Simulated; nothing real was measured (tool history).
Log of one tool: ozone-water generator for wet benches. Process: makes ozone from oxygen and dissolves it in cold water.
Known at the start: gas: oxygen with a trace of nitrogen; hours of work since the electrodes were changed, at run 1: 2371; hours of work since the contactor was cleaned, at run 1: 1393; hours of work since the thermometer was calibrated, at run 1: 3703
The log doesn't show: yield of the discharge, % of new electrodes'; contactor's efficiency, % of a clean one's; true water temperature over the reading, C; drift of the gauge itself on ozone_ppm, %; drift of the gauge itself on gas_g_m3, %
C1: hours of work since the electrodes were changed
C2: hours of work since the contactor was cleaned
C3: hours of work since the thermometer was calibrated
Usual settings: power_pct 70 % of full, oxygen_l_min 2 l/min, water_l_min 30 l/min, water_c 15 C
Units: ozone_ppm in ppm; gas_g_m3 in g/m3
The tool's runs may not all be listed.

Run 1, day 0: usual settings; C1 2371; C2 1393; C3 3703. Result: ozone_ppm 8.5 ppm, gas_g_m3 187.7 g/m3.
Run 2, day 3.238: usual settings; C1 2432; C2 1454; C3 3764. Result: ozone_ppm 8.6 ppm, gas_g_m3 191.7 g/m3.
Run 3, day 6.442: usual settings; C1 2492; C2 1514; C3 3824. Result: ozone_ppm 8.5 ppm, gas_g_m3 189.4 g/m3.
Run 4, day 10.112: usual settings but power_pct 100 % of full; C1 2561; C2 1583; C3 3893. Result: ozone_ppm 10.4 ppm, gas_g_m3 227.4 g/m3.
Run 5, day 13.192: usual settings but water_c 13 C; C1 2619; C2 1641; C3 3950. Result: ozone_ppm 8.6 ppm, gas_g_m3 187.7 g/m3.
Run 6, day 17.454: usual settings but water_c 13 C; C1 2699; C2 1721; C3 4030. Result: ozone_ppm 8.3 ppm, gas_g_m3 187.5 g/m3.
Run 7, day 21.35: usual settings but water_c 13 C; C1 2772; C2 1794; C3 4103. Result: ozone_ppm 8.5 ppm, gas_g_m3 186.3 g/m3.
Run 8, day 24.588: usual settings but water_c 13 C; C1 2832; C2 1854; C3 4164. Result: ozone_ppm 8.6 ppm, gas_g_m3 186 g/m3.
Run 9, day 28.821: usual settings but water_l_min 24 l/min; C1 2912; C2 1934; C3 4243. Result: ozone_ppm 10.7 ppm, gas_g_m3 185.3 g/m3.
Run 10, day 32.017: usual settings but water_l_min 24 l/min; C1 2972; C2 1994; C3 4303. Result: ozone_ppm 10.4 ppm, gas_g_m3 181.9 g/m3.
Run 11, day 35.525: usual settings but water_l_min 24 l/min; C1 3037; C2 2059; C3 4369. Result: ozone_ppm 10.3 ppm, gas_g_m3 183.3 g/m3.
Run 12, day 38.975: usual settings but water_l_min 24 l/min; C1 3102; C2 2124; C3 4434. Result: ozone_ppm 10.3 ppm, gas_g_m3 183 g/m3.
Run 13, day 41.779: usual settings but water_l_min 24 l/min; C1 3155; C2 2177; C3 4486. Result: ozone_ppm 10.3 ppm, gas_g_m3 182.2 g/m3.
Run 14, day 45.667: usual settings; C1 3228; C2 2250; C3 4559. Result: ozone_ppm 8.3 ppm, gas_g_m3 182.5 g/m3.
Run 15, day 49.8: usual settings but power_pct 60 % of full; C1 3305; C2 2327; C3 4637. Result: ozone_ppm 7.3 ppm, gas_g_m3 168.7 g/m3.
Run 16, day 52.446: usual settings but power_pct 60 % of full; C1 3355; C2 2377; C3 4686. Result: ozone_ppm 7.7 ppm, gas_g_m3 167.8 g/m3.
Run 17, day 54.992: usual settings but oxygen_l_min 1.34 l/min, water_c 8 C; C1 3402; C2 2424; C3 4734. Result: ozone_ppm 6.9 ppm, gas_g_m3 210 g/m3.
At day 55.596: water thermometer calibrated.
Run 18, day 59.342: usual settings but power_pct 61 % of full, oxygen_l_min 1.84 l/min, water_l_min 38 l/min, water_c 17 C; C1 3484; C2 2506; C3 70. Result: ozone_ppm 5.5 ppm, gas_g_m3 172.9 g/m3.
Run 19, day 62.771: usual settings but oxygen_l_min 1.49 l/min, water_c 7 C; C1 3548; C2 2570; C3 135. Result: ozone_ppm 7.2 ppm, gas_g_m3 199.1 g/m3.
Run 20, day 66.125: usual settings but oxygen_l_min 1.49 l/min, water_l_min 43 l/min, water_c 7 C; C1 3611; C2 2633; C3 197. Result: ozone_ppm 4.7 ppm, gas_g_m3 197.5 g/m3.
Run 21, day 69.975: usual settings but power_pct 88 % of full, oxygen_l_min 1.49 l/min, water_l_min 26 l/min, water_c 7 C; C1 3683; C2 2705; C3 270. Result: ozone_ppm 9.3 ppm, gas_g_m3 221 g/m3.
Run 22, day 71.8: usual settings but power_pct 79 % of full, oxygen_l_min 1.49 l/min, water_l_min 26 l/min, water_c 7 C; C1 3717; C2 2739; C3 304. Result: ozone_ppm 8.8 ppm, gas_g_m3 208.2 g/m3.

Run 23 comes next. What will it give?
Run 23, day 74.2: usual settings but power_pct 79 % of full, oxygen_l_min 1.49 l/min, water_l_min 26 l/min, water_c 7 C; C1 3762; C2 2784; C3 349. Result: ozone_ppm ?, gas_g_m3 ?.

ozone_ppm: 8.8 ppm
gas_g_m3: 208.3 g/m3
Without the tool's hidden state the same run would have given ozone_ppm 11.1 ppm, gas_g_m3 253.3 g/m3.
